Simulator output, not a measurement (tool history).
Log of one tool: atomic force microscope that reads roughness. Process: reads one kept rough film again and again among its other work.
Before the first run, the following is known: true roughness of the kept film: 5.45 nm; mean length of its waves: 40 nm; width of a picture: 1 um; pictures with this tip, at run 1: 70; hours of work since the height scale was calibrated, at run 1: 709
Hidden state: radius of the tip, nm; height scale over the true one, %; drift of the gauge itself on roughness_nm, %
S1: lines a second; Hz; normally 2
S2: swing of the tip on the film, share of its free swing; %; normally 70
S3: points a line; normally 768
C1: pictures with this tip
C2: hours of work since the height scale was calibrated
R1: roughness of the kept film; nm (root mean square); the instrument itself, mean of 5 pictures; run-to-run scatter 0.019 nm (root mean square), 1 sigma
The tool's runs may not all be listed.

| run | hour | S1 | S2 | S3 | C1 | C2 | R1 |
|---|---|---|---|---|---|---|---|
| 1 | 0 | 2 | 70 | 768 | 70 | 709 | 4.457 |
| 2 | 26.1 | 2 | 70 | 768 | 131 | 727 | 4.324 |
| 3 | 43.7 | 2 | 70 | 768 | 172 | 739 | 4.239 |
| 4 | 55.7 | 2 | 73 | 768 | 200 | 747 | 4.135 |
| 5 | 70.1 | 2 | 73 | 768 | 234 | 757 | 4.081 |
| 6 | 84.9 | 2 | 73 | 768 | 268 | 767 | 3.998 |
| 7 | 104.5 | 2 | 73 | 768 | 314 | 780 | 3.936 |
|  | 107.1 | new tip fitted |
| 8 | 133.7 | 2 | 70 | 561 | 62 | 800 | 4.446 |
| 9 | 148 | 2 | 70 | 561 | 95 | 810 | 4.329 |
| 10 | 162.4 | 2 | 70 | 561 | 129 | 819 | 4.268 |
| 11 | 183.8 | 2 | 70 | 561 | 179 | 834 | 4.197 |
| 12 | 199.1 | 2 | 70 | 561 | 214 | 845 | 4.13 |
| 13 | 221.3 | 0.7 | 70 | 768 | 266 | 860 | 4.19 |
| 14 | 242 | 0.7 | 70 | 768 | 314 | 874 | 4.125 |
|  | 244.8 | new tip fitted |
| 15 | 257.5 | 2 | 81 | 659 | 29 | 884 | 4.335 |
| 16 | 273.7 | 1.12 | 70 | 280 | 67 | 895 | 4.516 |
| 17 | 296.8 | 1.18 | 64 | 883 | 121 | 911 | 4.408 |
| 18 | 316 | 1.66 | 70 | 952 | 166 | 924 | 4.304 |
| 19 | 328 | 2.85 | 70 | 952 | 194 | 932 | 4.103 |
| 20 | 355.3 | 2.85 | 70 | 952 | 257 | 951 | 4.029 |
| 21 | 371 | 3.81 | 58 | 281 | 294 | 962 | 4.015 |
|  | 382.7 | new tip fitted |
| 22 | 383.4 | 2.19 | 70 | 449 | 2 | 970 | 4.559 |
| 23 | 398.9 | 0.5 | 70 | 449 | 38 | 980 | 4.662 |
| 24 | 427.3 | 2 | 65 | 306 | 104 | 1000 | 4.398 |
| 25 | 456.3 | 2 | 70 | 368 | 172 | 1020 | 4.193 |
| 26 | 472.8 | 2 | 70 | 368 | 210 | 1031 | 4.11 |
| 27 | 500.7 | 2 | 70 | 368 | 275 | 1050 | 4.032 |
|  | 521.1 | new tip fitted |
| 28 | 529.7 | 0.7 | 60 | 351 | 20 | 1069 | 4.687 |

Consider 3 possible next runs. They are alternatives, not a sequence: every one starts from the tool as it was left by run 28. What does each give?
| A | 549.9 | 2 | 56 | 312 | 67 | 1083 | ? |
| B | 549.9 | 0.96 | 84 | 315 | 67 | 1083 | ? |
| C | 549.9 | 2.45 | 67 | 281 | 67 | 1083 | ? |

| run | R1 |
|---|---|
| A | 4.529 |
| B | 4.418 |
| C | 4.361 |
Had the tool no hidden state, the same runs would have come out as:
| run | R1 |
|---|---|
| A | 4.65 |
| B | 4.535 |
| C | 4.477 |
